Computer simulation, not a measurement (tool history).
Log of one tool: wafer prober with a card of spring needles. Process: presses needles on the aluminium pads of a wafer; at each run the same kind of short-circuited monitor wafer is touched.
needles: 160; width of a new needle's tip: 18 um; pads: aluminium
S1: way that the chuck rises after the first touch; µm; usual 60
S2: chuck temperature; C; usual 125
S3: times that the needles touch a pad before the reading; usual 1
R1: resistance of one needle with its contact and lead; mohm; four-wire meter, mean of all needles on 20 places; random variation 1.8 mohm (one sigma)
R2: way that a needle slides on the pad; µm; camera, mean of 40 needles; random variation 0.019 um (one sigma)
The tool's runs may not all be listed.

run     day  S1   S2  S3   R1     R2
  1       0  60  125   1  291   8.43
      0.304  -- tips cleaned on abrasive film
      0.708  -- tips cleaned on abrasive film
      1.108  -- tips cleaned on abrasive film
      1.512  -- tips cleaned on abrasive film
  2   1.838  60  125   1  335   8.38
      1.942  -- tips cleaned on abrasive film
      2.342  -- tips cleaned on abrasive film
      2.846  -- tips cleaned on abrasive film
       3.35  -- tips cleaned on abrasive film
      3.788  -- tips cleaned on abrasive film
  3   3.788  60  125   1  200   8.33
      4.292  -- tips cleaned on abrasive film
      4.796  -- tips cleaned on abrasive film
  4   4.883  60  125   1  274   8.25
      5.288  -- tips cleaned on abrasive film
      5.792  -- tips cleaned on abrasive film
  5   5.954  60  125   1  323   8.23
      6.258  -- tips cleaned on abrasive film
      6.762  -- tips cleaned on abrasive film
      7.262  -- card fitted with new needles
  6   7.454  60  125   2  215   8.51
      7.758  -- tips cleaned on abrasive film
      8.262  -- tips cleaned on abrasive film
      8.667  -- tips cleaned on abrasive film
      8.771  -- tips cleaned on abrasive film, once more
      9.171  -- tips cleaned on abrasive film
  7   9.383  60  125   2  231   8.45
      9.588  -- tips cleaned on abrasive film
     10.092  -- tips cleaned on abrasive film
     10.492  -- tips cleaned on abrasive film
  8  10.504  60  125   2  190   8.41
     10.908  -- tips cleaned on abrasive film
     11.412  -- tips cleaned on abrasive film
     11.912  -- tips cleaned on abrasive film
  9  12.025  60  125   1  241   8.34
     12.325  -- tips cleaned on abrasive film
     12.729  -- tips cleaned on abrasive film
     13.233  -- tips cleaned on abrasive film
     13.738  -- tips cleaned on abrasive film
     14.238  -- tips cleaned on abrasive film
 10  14.317  46  125   1  264   6.31
     14.721  -- tips cleaned on abrasive film
     15.221  -- tips cleaned on abrasive film
     15.725  -- tips cleaned on abrasive film
 11  15.946  46  125   1  313   6.24
      16.15  -- tips cleaned on abrasive film
     16.654  -- tips cleaned on abrasive film
     17.058  -- tips cleaned on abrasive film
 12  17.308  46  125   1  315   6.18
     17.512  -- tips cleaned on abrasive film
     17.725  -- height of the first contact set anew
     18.029  -- tips cleaned on abrasive film
     18.533  -- tips cleaned on abrasive film
     18.933  -- tips cleaned on abrasive film
     19.438  -- tips cleaned on abrasive film
 13  19.729  68   26   2  208   9.53
     19.933  -- tips cleaned on abrasive film
     20.438  -- tips cleaned on abrasive film
     20.938  -- tips cleaned on abrasive film
     21.342  -- tips cleaned on abrasive film
 14  21.717  68   26   2  215   9.49
     21.821  -- tips cleaned on abrasive film
     22.225  -- tips cleaned on abrasive film
     22.729  -- tips cleaned on abrasive film
 15  22.938  48   26   2  249   6.62
     23.142  -- tips cleaned on abrasive film
     23.546  -- tips cleaned on abrasive film
      24.05  -- tips cleaned on abrasive film
     24.454  -- tips cleaned on abrasive film
 16  24.838  60   41   2  234   8.28
     24.942  -- tips cleaned on abrasive film
     25.442  -- tips cleaned on abrasive film
     25.946  -- tips cleaned on abrasive film
 17  26.142  60   40   2  221   8.25
     26.446  -- tips cleaned on abrasive film
      26.95  -- tips cleaned on abrasive film
     27.354  -- tips cleaned on abrasive film
 18  27.733  60   40   2  235   8.22
     27.838  -- tips cleaned on abrasive film
      28.15  -- height of the first contact set anew
      28.35  -- tips cleaned on abrasive film
     28.854  -- tips cleaned on abrasive film
 19  28.988  60   40   2  209   8.46
     29.292  -- tips cleaned on abrasive film
     29.796  -- tips cleaned on abrasive film
 20  30.092  68   32   1  250   9.52
     30.292  -- tips cleaned on abrasive film
     30.696  -- tips cleaned on abrasive film
       31.2  -- tips cleaned on abrasive film
     31.704  -- tips cleaned on abrasive film
 21  32.004  68   32   1  256   9.53
     32.112  -- tips cleaned on abrasive film
     32.612  -- tips cleaned on abrasive film
     33.017  -- tips cleaned on abrasive film
     33.421  -- tips cleaned on abrasive film
     33.892  -- tips cleaned on abrasive film
 22  33.892  79   54   1  175  10.94
     34.396  -- tips cleaned on abrasive film
       34.9  -- tips cleaned on abrasive film
       35.3  -- tips cleaned on abrasive film
     35.704  -- tips cleaned on abrasive film
 23  35.971  64   33   1  268   8.83

Forecast each of these 3 alternatives for the next run:
     36.175  -- tips cleaned on abrasive film
     36.675  -- tips cleaned on abrasive film
     37.179  -- tips cleaned on abrasive film
     37.583  -- tips cleaned on abrasive film
  A  37.933  50  52   1   ?   ?
     36.175  -- tips cleaned on abrasive film
     36.675  -- tips cleaned on abrasive film
     37.179  -- tips cleaned on abrasive film
     37.583  -- tips cleaned on abrasive film
  B  37.933  47  29   1   ?   ?
     36.175  -- tips cleaned on abrasive film
     36.675  -- tips cleaned on abrasive film
     37.179  -- tips cleaned on abrasive film
     37.583  -- tips cleaned on abrasive film
  C  37.933  51  34   1   ?   ?

run   R1    R2
  A  335  6.82
  B  357  6.34
  C  330   6.9
Without the tool's hidden state the same runs would have given:
run   R1    R2
  A  169  7.09
  B  165  6.62
  C  165  7.17

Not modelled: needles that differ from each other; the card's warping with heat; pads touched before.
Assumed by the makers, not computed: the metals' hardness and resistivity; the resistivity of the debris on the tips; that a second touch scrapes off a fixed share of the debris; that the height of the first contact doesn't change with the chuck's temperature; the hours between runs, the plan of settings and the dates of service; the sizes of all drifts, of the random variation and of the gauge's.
